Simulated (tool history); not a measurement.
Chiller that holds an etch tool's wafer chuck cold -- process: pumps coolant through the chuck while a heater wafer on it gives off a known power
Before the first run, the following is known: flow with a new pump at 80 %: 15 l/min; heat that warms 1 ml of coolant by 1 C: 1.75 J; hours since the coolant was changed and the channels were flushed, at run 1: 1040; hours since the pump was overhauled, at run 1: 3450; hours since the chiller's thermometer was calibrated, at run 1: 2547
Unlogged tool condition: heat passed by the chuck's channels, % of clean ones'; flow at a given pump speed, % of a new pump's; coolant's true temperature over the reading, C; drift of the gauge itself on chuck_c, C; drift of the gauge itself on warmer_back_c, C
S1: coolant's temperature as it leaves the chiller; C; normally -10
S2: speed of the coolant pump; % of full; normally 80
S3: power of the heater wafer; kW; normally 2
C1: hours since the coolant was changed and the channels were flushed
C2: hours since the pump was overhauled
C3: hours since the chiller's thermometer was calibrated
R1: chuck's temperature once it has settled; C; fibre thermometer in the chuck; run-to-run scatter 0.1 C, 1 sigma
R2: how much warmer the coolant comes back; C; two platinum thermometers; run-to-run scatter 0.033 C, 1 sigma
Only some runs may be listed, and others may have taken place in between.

run	hour	S1	S2	S3	C1	C2	C3	R1	R2
1	0	-10	80	2	1040	3450	2547	3.8	4.82
2	130.8	-10	80	2	1171	3581	2678	3.9	4.81
# hour 147: chiller's thermometer calibrated
3	261.3	-10	80	2	1300	3710	114	4.3	4.82
4	386.7	-10	80	2	1426	3835	240	4.1	4.85
5	507.9	-10	80	2	1547	3957	361	4.3	4.84
6	636.6	-10	71	2	1676	4085	490	5.9	5.49
7	697.5	-9	80	2	1737	4146	550	5.6	4.84
8	817.1	-16	87	1.414	1856	4266	670	-6.5	3.18
9	908.7	-5	87	2.824	1948	4358	762	14.1	6.35
10	1015.9	-3	80	1.46	2055	4465	869	7.7	3.55
11	1148.6	-12	65	2.694	2188	4597	1002	11.4	8.12
12	1219.3	-12	65	2.694	2258	4668	1072	11.4	8.15
13	1280.3	-12	65	2.694	2319	4729	1133	11.3	8.07
14	1393.5	-12	92	2.694	2433	4842	1246	5.8	5.81

Below, some changes in R1 between adjacent runs. For each, the amount present without the hidden state too (settings, incoming material, random variation) and the amount remaining for the hidden state with gauge scatter not shared by both compared results:
Run 8 -> 9: S1 -16 -> -5, S3 1.414 -> 2.824. R1 +20.6 C: hidden state +0.9, all else +19.7.
Run 10 -> 11: S1 -3 -> -12, S2 80 -> 65, S3 1.46 -> 2.694. R1 +3.7 C: hidden state +1.2, all else +2.5.
